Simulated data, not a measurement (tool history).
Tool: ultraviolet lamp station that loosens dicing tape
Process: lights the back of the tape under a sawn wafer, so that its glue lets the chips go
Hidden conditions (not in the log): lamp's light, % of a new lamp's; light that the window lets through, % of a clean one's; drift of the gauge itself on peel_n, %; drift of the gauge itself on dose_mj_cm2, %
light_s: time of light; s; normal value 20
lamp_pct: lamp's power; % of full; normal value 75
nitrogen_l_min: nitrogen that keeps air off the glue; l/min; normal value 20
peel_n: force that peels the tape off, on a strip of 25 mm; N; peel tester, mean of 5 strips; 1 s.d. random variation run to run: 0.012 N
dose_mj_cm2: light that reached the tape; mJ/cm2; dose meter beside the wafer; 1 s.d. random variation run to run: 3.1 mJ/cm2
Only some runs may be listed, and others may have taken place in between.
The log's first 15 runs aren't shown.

run	hour	light_s	lamp_pct	nitrogen_l_min	hours of work of the lamp	hours of work since the window was cleaned	peel_n	dose_mj_cm2
16	483.0	20	75	20	486	231	0.803	410
17	502.8	20	75	20	498	243	0.817	407
18	524.0	20	75	20	510	256	0.817	398
19	549.2	12	75	20	526	271	1.744	238
20	578.9	20	75	15	544	289	0.921	397
21	605.0	35	75	6	559	305	0.495	688
22	624.9	20	95	23	571	317	0.493	491
23	645.7	16	74	11	584	330	1.549	304
24	664.0	16	65	11	595	341	1.747	269
# hour 697.3: window cleaned of glue's vapour
25	699.5	31	86	7	616	1	0.400	757
26	734.9	31	86	7	638	23	0.399	731
27	765.3	31	86	7	656	41	0.409	729
28	793.9	20	75	7	673	58	1.182	405
29	814.2	20	75	7	686	71	1.225	405
30	854.1	20	75	7	710	95	1.240	397
31	895.3	20	84	11	735	120	0.898	442
32	919.8	37	75	23	749	135	0.210	723
33	951.4	37	75	18	769	154	0.233	718
34	978.9	20	84	19	785	170	0.729	434
35	1000.6	20	84	19	798	183	0.751	423
36	1033.5	27	84	8	818	203	0.649	570
37	1071.2	27	84	8	841	226	0.651	567

Branching from run 37: 5 alternative next runs. What would each branch give?
A	1099.8	37	84	9	858	243	?	?
B	1099.8	25	91	28	858	243	?	?
C	1099.8	16	92	17	858	243	?	?
D	1099.8	35	84	35	858	243	?	?
E	1099.8	13	88	14	858	243	?	?

run	peel_n	dose_mj_cm2
A	0.311	769
B	0.355	560
C	1.003	354
D	0.169	711
E	1.561	279
With no hidden state in the tool, these same runs would have given:
run	peel_n	dose_mj_cm2
A	0.157	1013
B	0.173	738
C	0.606	468
D	0.090	940
E	1.064	368
